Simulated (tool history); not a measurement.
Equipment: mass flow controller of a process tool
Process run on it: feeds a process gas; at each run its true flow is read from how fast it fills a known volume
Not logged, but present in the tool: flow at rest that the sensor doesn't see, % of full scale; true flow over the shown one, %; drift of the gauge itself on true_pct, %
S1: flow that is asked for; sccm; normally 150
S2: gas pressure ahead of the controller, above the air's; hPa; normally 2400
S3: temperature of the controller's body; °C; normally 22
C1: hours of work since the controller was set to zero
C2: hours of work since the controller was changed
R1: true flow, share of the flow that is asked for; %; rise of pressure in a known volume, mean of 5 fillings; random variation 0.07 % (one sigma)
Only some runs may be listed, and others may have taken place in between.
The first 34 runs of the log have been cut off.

run,day,S1,S2,S3,C1,C2,R1
35,514.508,52,2000,21,838,838,96.8
36,528.304,150,2400,28,949,949,99.17
37,546.208,70,2730,28,1093,1093,98.1
38,556.375,94,2730,28,1175,1175,98.44
39,565.096,161,1790,21,1245,1245,98.15
40,577.371,161,1790,21,1344,1344,98.04
41,592.962,166,1790,34,1470,1470,99.42
42,604.896,150,2650,23,1566,1566,98.51
43,620.367,350,2140,25,1691,1691,99.47
44,632.546,107,2400,33,1789,1789,98.68
45,651.271,107,2400,33,1940,1940,98.45
46,665.067,107,2400,33,2051,2051,98.55
47,678.967,225,2010,27,2163,2163,99.04
48,693.088,150,2800,21,2277,2277,98.06

Each row is a separate what-if for the run after 48, all from the same tool condition, not one after another. Results?
A,709.917,150,2400,32,2412,2412,?
B,709.917,90,2400,26,2412,2412,?
C,709.917,81,1500,21,2412,2412,?
D,709.917,150,2800,34,2412,2412,?

run,R1
A,99.01
B,97.06
C,95.47
D,99.33
Without the tool's unlogged condition, the same runs would have read:
run,R1
A,100.31
B,99.7
C,98.48
D,100.63
